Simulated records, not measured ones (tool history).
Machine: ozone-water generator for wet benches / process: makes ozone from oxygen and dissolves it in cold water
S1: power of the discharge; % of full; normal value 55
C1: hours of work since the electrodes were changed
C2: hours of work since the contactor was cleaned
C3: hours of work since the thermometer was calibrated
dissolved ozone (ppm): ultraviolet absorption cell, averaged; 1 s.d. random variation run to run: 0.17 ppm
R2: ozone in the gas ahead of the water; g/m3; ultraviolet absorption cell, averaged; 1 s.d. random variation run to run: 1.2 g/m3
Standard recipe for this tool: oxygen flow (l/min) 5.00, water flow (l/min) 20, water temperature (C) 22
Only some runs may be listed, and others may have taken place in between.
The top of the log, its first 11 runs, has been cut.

run 12 hour=1098.1 | S1=55 oxygen_flow_(l/min)=4.73 water_flow_(l/min)=20 water_temperature_(C)=22 | C1=3057 C2=1429 C3=492 | dissolved_ozone_(ppm)=20.8 R2=192.8
run 13 hour=1206.4 | S1=55 oxygen_flow_(l/min)=4.73 water_flow_(l/min)=20 water_temperature_(C)=22 | C1=3153 C2=1524 C3=588 | dissolved_ozone_(ppm)=20.7 R2=190.2
run 14 hour=1327.0 | S1=55 oxygen_flow_(l/min)=4.73 water_flow_(l/min)=20 water_temperature_(C)=26 | C1=3259 C2=1630 C3=694 | dissolved_ozone_(ppm)=19.3 R2=191.6
run 15 hour=1382.5 | S1=55 oxygen_flow_(l/min)=4.73 water_flow_(l/min)=16 water_temperature_(C)=26 | C1=3308 C2=1679 C3=743 | dissolved_ozone_(ppm)=22.7 R2=191.2
run 16 hour=1484.4 | S1=55 oxygen_flow_(l/min)=4.73 water_flow_(l/min)=16 water_temperature_(C)=26 | C1=3398 C2=1769 C3=833 | dissolved_ozone_(ppm)=22.4 R2=189.7
run 17 hour=1555.9 | S1=54 oxygen_flow_(l/min)=2.87 water_flow_(l/min)=30 water_temperature_(C)=22 | C1=3461 C2=1832 C3=896 | dissolved_ozone_(ppm)=12.8 R2=244.0
run 18 hour=1687.3 | S1=54 oxygen_flow_(l/min)=2.87 water_flow_(l/min)=30 water_temperature_(C)=22 | C1=3576 C2=1948 C3=1011 | dissolved_ozone_(ppm)=12.4 R2=242.4
run 19 hour=1767.3 | S1=55 oxygen_flow_(l/min)=3.40 water_flow_(l/min)=32 water_temperature_(C)=22 | C1=3647 C2=2018 C3=1082 | dissolved_ozone_(ppm)=12.1 R2=226.1
run 20 hour=1903.3 | S1=55 oxygen_flow_(l/min)=3.40 water_flow_(l/min)=27 water_temperature_(C)=25 | C1=3767 C2=2138 C3=1202 | dissolved_ozone_(ppm)=14.2 R2=222.8
run 21 hour=2022.2 | S1=44 oxygen_flow_(l/min)=5.00 water_flow_(l/min)=27 water_temperature_(C)=25 | C1=3872 C2=2243 C3=1307 | dissolved_ozone_(ppm)=12.4 R2=154.0
run 22 hour=2093.1 | S1=93 oxygen_flow_(l/min)=2.72 water_flow_(l/min)=27 water_temperature_(C)=22 | C1=3934 C2=2305 C3=1369 | dissolved_ozone_(ppm)=20.4 R2=365.3
run 23 hour=2205.4 | S1=93 oxygen_flow_(l/min)=2.72 water_flow_(l/min)=27 water_temperature_(C)=22 | C1=4033 C2=2404 C3=1468 | dissolved_ozone_(ppm)=20.5 R2=364.8
run 24 hour=2326.2 | S1=81 oxygen_flow_(l/min)=3.73 water_flow_(l/min)=12 water_temperature_(C)=20 | C1=4139 C2=2511 C3=1574 | dissolved_ozone_(ppm)=38.8 R2=275.6
run 25 hour=2461.1 | S1=86 oxygen_flow_(l/min)=3.09 water_flow_(l/min)=27 water_temperature_(C)=19 | C1=4258 C2=2630 C3=1693 | dissolved_ozone_(ppm)=19.8 R2=319.9
run 26 hour=2595.2 | S1=55 oxygen_flow_(l/min)=8.63 water_flow_(l/min)=16 water_temperature_(C)=22 | C1=4376 C2=2748 C3=1811 | dissolved_ozone_(ppm)=20.8 R2=130.7
run 27 hour=2691.8 | S1=90 oxygen_flow_(l/min)=2.58 water_flow_(l/min)=24 water_temperature_(C)=14 | C1=4462 C2=2833 C3=1897 | dissolved_ozone_(ppm)=22.9 R2=357.4
run 28 hour=2794.8 | S1=61 oxygen_flow_(l/min)=5.00 water_flow_(l/min)=13 water_temperature_(C)=21 | C1=4552 C2=2924 C3=1987 | dissolved_ozone_(ppm)=28.0 R2=187.1
run 29 hour=2892.6 | S1=69 oxygen_flow_(l/min)=7.56 water_flow_(l/min)=20 water_temperature_(C)=22 | C1=4639 C2=3010 C3=2074 | dissolved_ozone_(ppm)=21.5 R2=161.2
run 30 hour=2999.0 | S1=69 oxygen_flow_(l/min)=7.56 water_flow_(l/min)=20 water_temperature_(C)=22 | C1=4732 C2=3104 C3=2167 | dissolved_ozone_(ppm)=21.2 R2=160.6
run 31 hour=3102.0 | S1=69 oxygen_flow_(l/min)=7.56 water_flow_(l/min)=20 water_temperature_(C)=22 | C1=4823 C2=3194 C3=2258 | dissolved_ozone_(ppm)=21.0 R2=160.8

Below are 4 alternative next runs, each starting from the tool's condition after run 31. Predict each:
-- hour=3200.0 contactor cleaned
run A hour=3222.5 | S1=40 oxygen_flow_(l/min)=5.00 water_flow_(l/min)=20 water_temperature_(C)=22 | C1=4926 C2=20 C3=2361 | dissolved_ozone_(ppm)=? R2=?
-- hour=3200.0 contactor cleaned
run B hour=3222.5 | S1=63 oxygen_flow_(l/min)=7.56 water_flow_(l/min)=16 water_temperature_(C)=14 | C1=4926 C2=20 C3=2361 | dissolved_ozone_(ppm)=? R2=?
-- hour=3200.0 contactor cleaned
run C hour=3222.5 | S1=68 oxygen_flow_(l/min)=3.53 water_flow_(l/min)=31 water_temperature_(C)=22 | C1=4926 C2=20 C3=2361 | dissolved_ozone_(ppm)=? R2=?
-- hour=3200.0 contactor cleaned
run D hour=3222.5 | S1=69 oxygen_flow_(l/min)=7.56 water_flow_(l/min)=12 water_temperature_(C)=22 | C1=4926 C2=20 C3=2361 | dissolved_ozone_(ppm)=? R2=?

run=A dissolved_ozone_(ppm)=15.0 R2=138.1
run=B dissolved_ozone_(ppm)=26.9 R2=148.9
run=C dissolved_ozone_(ppm)=14.3 R2=239.3
run=D dissolved_ozone_(ppm)=28.7 R2=158.8
Stripped of hidden state, with their random variation kept, the same runs would have yielded:
run=A dissolved_ozone_(ppm)=17.7 R2=160.7
run=B dissolved_ozone_(ppm)=34.9 R2=191.2
run=C dissolved_ozone_(ppm)=18.8 R2=312.6
run=D dissolved_ozone_(ppm)=37.9 R2=208.1
